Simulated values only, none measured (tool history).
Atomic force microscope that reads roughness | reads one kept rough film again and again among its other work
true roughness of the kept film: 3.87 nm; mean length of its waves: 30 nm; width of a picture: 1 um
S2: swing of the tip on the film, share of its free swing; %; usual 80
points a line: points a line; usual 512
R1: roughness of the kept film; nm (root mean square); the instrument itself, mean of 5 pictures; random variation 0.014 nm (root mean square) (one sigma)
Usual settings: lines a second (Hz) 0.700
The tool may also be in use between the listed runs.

Run 1, hour 0.0: usual settings. Result: R1 3.196 nm (root mean square).
Run 2, hour 11.8: usual settings. Result: R1 3.088 nm (root mean square).
Run 3, hour 21.1: usual settings but points a line 699. Result: R1 2.968 nm (root mean square).
Run 4, hour 31.3: usual settings but points a line 699. Result: R1 2.910 nm (root mean square).
Run 5, hour 43.1: usual settings but points a line 699. Result: R1 2.812 nm (root mean square).
Run 6, hour 60.6: usual settings but points a line 430. Result: R1 2.695 nm (root mean square).
Run 7, hour 71.5: usual settings but points a line 430. Result: R1 2.619 nm (root mean square).
Run 8, hour 90.7: usual settings but points a line 621. Result: R1 2.519 nm (root mean square).
Run 9, hour 111.1: usual settings but points a line 621. Result: R1 2.405 nm (root mean square).
Run 10, hour 129.2: usual settings but S2 84 %, points a line 621. Result: R1 2.278 nm (root mean square).
At hour 142.9: new tip fitted.
Run 11, hour 145.2: usual settings but S2 84 %, points a line 621. Result: R1 3.174 nm (root mean square).
Run 12, hour 160.4: usual settings but S2 84 %, points a line 621. Result: R1 3.020 nm (root mean square).
Run 13, hour 168.8: usual settings but points a line 333. Result: R1 2.984 nm (root mean square).
Run 14, hour 184.2: usual settings but lines a second (Hz) 0.604, points a line 333. Result: R1 2.889 nm (root mean square).
Run 15, hour 200.4: usual settings but S2 74 %. Result: R1 2.794 nm (root mean square).
Run 16, hour 212.0: usual settings but points a line 478. Result: R1 2.673 nm (root mean square).
Run 17, hour 225.2: usual settings but points a line 478. Result: R1 2.609 nm (root mean square).
Run 18, hour 234.5: usual settings but points a line 478. Result: R1 2.550 nm (root mean square).
Run 19, hour 251.0: usual settings. Result: R1 2.452 nm (root mean square).
Run 20, hour 262.1: usual settings but S2 68 %. Result: R1 2.480 nm (root mean square).
At hour 264.9: height scale calibrated on a step standard.
Run 21, hour 275.2: usual settings but lines a second (Hz) 0.609. Result: R1 2.351 nm (root mean square).
Run 22, hour 284.4: usual settings but lines a second (Hz) 0.609. Result: R1 2.296 nm (root mean square).
At hour 288.4: new tip fitted.
Run 23, hour 299.2: usual settings but lines a second (Hz) 3.412. Result: R1 2.504 nm (root mean square).
Run 24, hour 317.9: usual settings. Result: R1 2.919 nm (root mean square).
Run 25, hour 326.2: usual settings. Result: R1 2.861 nm (root mean square).
Run 26, hour 340.2: usual settings but lines a second (Hz) 1.341. Result: R1 2.647 nm (root mean square).
Run 27, hour 351.3: usual settings but lines a second (Hz) 2.163, points a line 506. Result: R1 2.381 nm (root mean square).
Run 28, hour 360.8: usual settings but lines a second (Hz) 2.163, points a line 506. Result: R1 2.339 nm (root mean square).
At hour 374.5: height scale calibrated on a step standard, once more.
Run 29, hour 378.1: usual settings but points a line 312. Result: R1 2.531 nm (root mean square).
Run 30, hour 387.7: usual settings but lines a second (Hz) 0.749, S2 84 %, points a line 560. Result: R1 2.429 nm (root mean square).
Run 31, hour 408.1: usual settings but lines a second (Hz) 0.749, S2 84 %, points a line 560. Result: R1 2.365 nm (root mean square).
Run 32, hour 421.2: usual settings but lines a second (Hz) 0.749, S2 84 %, points a line 560. Result: R1 2.293 nm (root mean square).
Run 33, hour 430.4: usual settings but lines a second (Hz) 0.553, S2 85 %, points a line 653. Result: R1 2.294 nm (root mean square).
At hour 434.0: new tip fitted.
Run 34, hour 446.6: usual settings but lines a second (Hz) 3.358, S2 69 %, points a line 283. Result: R1 2.792 nm (root mean square).
Run 35, hour 458.4: usual settings but S2 64 %. Result: R1 3.094 nm (root mean square).
Run 36, hour 467.0: usual settings but S2 64 %. Result: R1 3.017 nm (root mean square).
Run 37, hour 481.8: usual settings but lines a second (Hz) 1.145, S2 60 %, points a line 483. Result: R1 2.880 nm (root mean square).
Run 38, hour 497.3: usual settings but lines a second (Hz) 0.541, S2 69 %, points a line 483. Result: R1 2.805 nm (root mean square).
Run 39, hour 507.2: usual settings but lines a second (Hz) 0.615, points a line 327. Result: R1 2.628 nm (root mean square).
Run 40, hour 520.8: usual settings but lines a second (Hz) 1.465, S2 65 %, points a line 710. Result: R1 2.584 nm (root mean square).
Run 41, hour 532.2: usual settings but lines a second (Hz) 1.465, S2 65 %, points a line 710. Result: R1 2.492 nm (root mean square).
Run 42, hour 547.3: usual settings but lines a second (Hz) 1.465, S2 65 %, points a line 710. Result: R1 2.428 nm (root mean square).
Run 43, hour 560.0: usual settings but lines a second (Hz) 1.465, S2 74 %, points a line 362. Result: R1 2.252 nm (root mean square).
Run 44, hour 570.8: usual settings but lines a second (Hz) 1.465, S2 74 %, points a line 362. Result: R1 2.200 nm (root mean square).
At hour 579.1: new tip fitted.
Run 45, hour 586.3: usual settings but lines a second (Hz) 3.344, S2 63 %, points a line 635. Result: R1 2.997 nm (root mean square).
Run 46, hour 600.1: usual settings but lines a second (Hz) 3.344, S2 63 %, points a line 635. Result: R1 2.892 nm (root mean square).
Run 47, hour 614.2: usual settings but S2 74 %. Result: R1 2.940 nm (root mean square).
Run 48, hour 627.7: usual settings but S2 69 %, points a line 312. Result: R1 2.857 nm (root mean square).
Run 49, hour 640.4: usual settings but S2 69 %, points a line 312. Result: R1 2.767 nm (root mean square).
Run 50, hour 654.8: usual settings but S2 69 %, points a line 312. Result: R1 2.646 nm (root mean square).
Run 51, hour 668.1: usual settings but S2 69 %, points a line 312. Result: R1 2.602 nm (root mean square).
Run 52, hour 680.5: usual settings but S2 69 %, points a line 312. Result: R1 2.507 nm (root mean square).

Measured less the same run without the tool's hidden state. The same run-to-run variation is in both; the gauge's scatter may not be:
The hidden state here: radius of the tip, nm; height scale over the true one, %; drift of the gauge itself on roughness_nm, %.
run      R1
  1  -0.066
  2  -0.169
  3  -0.252
  4  -0.337
  5  -0.424
  6  -0.537
  7  -0.610
  8  -0.723
  9  -0.832
 10  -0.912
 11  -0.024
 12  -0.156
 13  -0.227
 14  -0.355
 15  -0.485
 16  -0.558
 17  -0.634
 18  -0.683
 19  -0.779
 20  -0.868
 21  -0.905
 22  -0.947
 23  -0.128
 24  -0.315
 25  -0.375
 26  -0.451
 27  -0.482
 28  -0.540
 29  -0.684
 30  -0.728
 31  -0.838
 32  -0.893
 33  -0.962
 34  -0.140
 35  -0.264
 36  -0.336
 37  -0.442
 38  -0.556
 39  -0.601
 40  -0.688
 41  -0.750
 42  -0.843
 43  -0.861
 44  -0.916
 45  -0.091
 46  -0.209
 47  -0.337
 48  -0.438
 49  -0.532
 50  -0.625
 51  -0.723
 52  -0.794

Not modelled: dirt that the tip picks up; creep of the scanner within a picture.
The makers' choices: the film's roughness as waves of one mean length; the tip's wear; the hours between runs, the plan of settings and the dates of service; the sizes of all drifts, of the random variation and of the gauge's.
